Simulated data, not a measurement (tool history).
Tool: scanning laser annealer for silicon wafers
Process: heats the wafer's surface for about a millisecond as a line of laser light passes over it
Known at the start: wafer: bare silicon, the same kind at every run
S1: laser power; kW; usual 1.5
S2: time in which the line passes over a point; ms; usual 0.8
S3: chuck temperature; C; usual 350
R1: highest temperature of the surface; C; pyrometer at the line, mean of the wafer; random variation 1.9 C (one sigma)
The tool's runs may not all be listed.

run	hour	S1	S2	S3	R1
1	0	1.5	0.8	350	1139
2	29.7	1.5	0.8	350	1141
3	72.7	1.5	0.8	350	1141
4	119.1	1.5	0.8	350	1135
5	178.1	1.5	0.8	350	1138
6	249.9	1.5	0.8	350	1134
7	319.8	1.5	0.8	350	1132
8	350.5	1.5	0.8	350	1134
9	385.4	1.5	0.967	350	1199
10	436.1	1.384	0.967	350	1129
11	494.1	1.384	0.967	350	1123
12	529.7	1.384	0.967	350	1124
13	580.6	1.384	0.967	350	1123
14	652.9	1.5	0.8	350	1126
15	706.6	1.5	0.8	350	1123
16	756.9	1.503	0.8	350	1123
17	787.9	1.503	0.8	350	1122
18	842.5	1.5	0.8	350	1121
19	907.6	1.5	0.8	350	1115
20	943.3	1.5	0.8	350	1117
21	972.6	1.5	0.8	350	1119
22	1022.5	1.385	0.878	379	1109
# hour 1033.5: window over the wafer cleaned
23	1088.5	1.515	0.986	364	1236
# hour 1098.9: optics aligned, line set to its width
24	1132.2	1.515	0.986	364	1257
25	1204.8	1.5	0.871	350	1182
26	1251.5	1.437	0.668	364	1071
27	1302	1.437	0.668	364	1068
28	1352.8	1.493	0.668	354	1090
29	1421.4	1.493	0.668	354	1088
30	1474.7	1.493	0.668	354	1090
31	1520	1.493	0.668	354	1085
32	1575.4	1.616	0.945	333	1260
33	1648	1.5	0.676	379	1112
34	1688.5	1.519	0.913	328	1176
35	1741.4	1.392	0.569	313	939
36	1809	1.506	0.804	350	1147
37	1852	1.447	0.683	375	1082
38	1904	1.635	0.628	325	1098
39	1947.9	1.5	0.878	350	1164
40	2018	1.5	0.878	350	1167
41	2055.6	1.306	0.8	383	1058
42	2126.8	1.599	0.632	320	1073

Some steps in R1 between neighbouring runs. How much of each would the tool show without its hidden state too (settings, what came in, random variation), and how much is left for the hidden state, with any gauge scatter that isn't in both results?
The hidden state here: light that passes the window, % of a clean one's; laser's true power over the reading, %; width of the line over the set one, %; drift of the gauge itself on peak_c, C.
Run 22 -> 23: S1 1.385 -> 1.515, S2 0.878 -> 0.986, S3 379 -> 364, window over the wafer cleaned. R1 +127 C: hidden state +21, all else +106.
Run 23 -> 24: optics aligned, line set to its width. R1 +21 C: hidden state +18, all else +3.
Run 31 -> 32: S1 1.493 -> 1.616, S2 0.668 -> 0.945, S3 354 -> 333. R1 +175 C: hidden state -5, all else +180.
Run 34 -> 35: S1 1.519 -> 1.392, S2 0.913 -> 0.569, S3 328 -> 313. R1 -237 C: hidden state +3, all else -240.
Run 35 -> 36: S1 1.392 -> 1.506, S2 0.569 -> 0.804, S3 313 -> 350. R1 +208 C: hidden state -5, all else +213.
